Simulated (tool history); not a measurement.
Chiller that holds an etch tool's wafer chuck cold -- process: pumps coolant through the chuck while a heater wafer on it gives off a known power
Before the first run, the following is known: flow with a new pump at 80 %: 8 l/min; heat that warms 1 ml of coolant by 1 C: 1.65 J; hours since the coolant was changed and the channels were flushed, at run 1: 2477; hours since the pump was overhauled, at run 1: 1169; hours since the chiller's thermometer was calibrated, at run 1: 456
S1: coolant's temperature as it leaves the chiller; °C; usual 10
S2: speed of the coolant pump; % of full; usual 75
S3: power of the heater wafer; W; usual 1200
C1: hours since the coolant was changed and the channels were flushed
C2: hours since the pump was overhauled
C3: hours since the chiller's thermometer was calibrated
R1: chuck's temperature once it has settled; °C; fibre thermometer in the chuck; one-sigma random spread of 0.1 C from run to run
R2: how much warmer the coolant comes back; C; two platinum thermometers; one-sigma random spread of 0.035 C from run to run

run 1 hour=0 | S1=10 S2=75 S3=1200 | C1=2477 C2=1169 C3=456 | R1=24.6 R2=5.83
run 2 hour=44 | S1=10 S2=75 S3=1200 | C1=2521 C2=1213 C3=500 | R1=24.8 R2=5.87
run 3 hour=104.5 | S1=8 S2=75 S3=1200 | C1=2582 C2=1273 C3=561 | R1=22.7 R2=5.88
run 4 hour=148.1 | S1=12 S2=75 S3=1200 | C1=2626 C2=1317 C3=604 | R1=26.6 R2=5.89
run 5 hour=189.4 | S1=10 S2=75 S3=1671 | C1=2667 C2=1358 C3=646 | R1=30.5 R2=8.13
run 6 hour=250.9 | S1=10 S2=75 S3=1200 | C1=2728 C2=1419 C3=707 | R1=24.8 R2=5.84
run 7 hour=312.6 | S1=10 S2=74 S3=1200 | C1=2790 C2=1481 C3=769 | R1=24.9 R2=5.94
run 8 hour=376.1 | S1=10 S2=74 S3=1200 | C1=2854 C2=1545 C3=832 | R1=24.8 R2=5.97
run 9 hour=429 | S1=10 S2=74 S3=1200 | C1=2906 C2=1598 C3=885 | R1=25.1 R2=5.91
run 10 hour=494 | S1=10 S2=74 S3=1200 | C1=2971 C2=1663 C3=950 | R1=24.8 R2=5.92
run 11 hour=548.7 | S1=8 S2=75 S3=1200 | C1=3026 C2=1717 C3=1005 | R1=22.8 R2=5.88
run 12 hour=602.1 | S1=8 S2=75 S3=1200 | C1=3080 C2=1771 C3=1058 | R1=22.7 R2=5.85
run 13 hour=639.8 | S1=8 S2=75 S3=1241 | C1=3117 C2=1808 C3=1096 | R1=23.3 R2=6.05
run 14 hour=702.9 | S1=8 S2=75 S3=1241 | C1=3180 C2=1871 C3=1159 | R1=23.3 R2=6.04
run 15 hour=768.7 | S1=8 S2=75 S3=1241 | C1=3246 C2=1937 C3=1225 | R1=23.2 R2=6.01
run 16 hour=826.7 | S1=8 S2=75 S3=1241 | C1=3304 C2=1995 C3=1283 | R1=23.2 R2=6.05
run 17 hour=870.8 | S1=10 S2=75 S3=1200 | C1=3348 C2=2039 C3=1327 | R1=24.8 R2=5.9
run 18 hour=925.7 | S1=10 S2=75 S3=1200 | C1=3403 C2=2094 C3=1382 | R1=24.8 R2=5.87
run 19 hour=974.3 | S1=10 S2=75 S3=1200 | C1=3452 C2=2143 C3=1431 | R1=24.7 R2=5.84
run 20 hour=1021 | S1=7 S2=85 S3=726 | C1=3498 C2=2190 C3=1477 | R1=15.1 R2=3.11
run 21 hour=1064.5 | S1=10 S2=61 S3=1393 | C1=3542 C2=2233 C3=1521 | R1=30.5 R2=8.54
run 22 hour=1106.1 | S1=14 S2=99 S3=1200 | C1=3584 C2=2275 C3=1562 | R1=25.7 R2=4.21
run 23 hour=1132.8 | S1=20 S2=75 S3=912 | C1=3610 C2=2301 C3=1589 | R1=31.2 R2=4.43
run 24 hour=1179 | S1=0 S2=91 S3=1200 | C1=3656 C2=2348 C3=1635 | R1=12.6 R2=4.7
run 25 hour=1216.6 | S1=0 S2=91 S3=1200 | C1=3694 C2=2385 C3=1673 | R1=12.7 R2=4.67
run 26 hour=1264.3 | S1=17 S2=64 S3=1220 | C1=3742 C2=2433 C3=1721 | R1=34.1 R2=7.11
run 27 hour=1327.5 | S1=16 S2=89 S3=1200 | C1=3805 C2=2496 C3=1784 | R1=28.8 R2=4.83
run 28 hour=1383.4 | S1=10 S2=75 S3=1654 | C1=3861 C2=2552 C3=1840 | R1=30.2 R2=8.02
run 29 hour=1419.6 | S1=17 S2=61 S3=763 | C1=3897 C2=2588 C3=1876 | R1=28.1 R2=4.64
run 30 hour=1472.2 | S1=16 S2=76 S3=1779 | C1=3950 C2=2641 C3=1929 | R1=37.6 R2=8.47
run 31 hour=1530 | S1=17 S2=89 S3=1785 | C1=4007 C2=2699 C3=1986 | R1=35.9 R2=7.23

Branching from run 31: 5 alternative next runs. What would each branch give?
run A hour=1579.9 | S1=17 S2=96 S3=1039 | C1=4057 C2=2748 C3=2036 | R1=? R2=?
run B hour=1579.9 | S1=4 S2=63 S3=716 | C1=4057 C2=2748 C3=2036 | R1=? R2=?
run C hour=1579.9 | S1=17 S2=74 S3=1785 | C1=4057 C2=2748 C3=2036 | R1=? R2=?
run D hour=1579.9 | S1=4 S2=89 S3=1785 | C1=4057 C2=2748 C3=2036 | R1=? R2=?
run E hour=1579.9 | S1=17 S2=89 S3=1769 | C1=4057 C2=2748 C3=2036 | R1=? R2=?

run=A R1=27.4 R2=3.81
run=B R1=14.3 R2=4.23
run=C R1=39 R2=8.84
run=D R1=23 R2=7.16
run=E R1=36 R2=7.13
With the hidden condition removed and each run's random variation left untouched, the same runs would have given:
run=A R1=27.4 R2=3.8
run=B R1=14.3 R2=4.23
run=C R1=39 R2=8.84
run=D R1=23 R2=7.15
run=E R1=36 R2=7.13
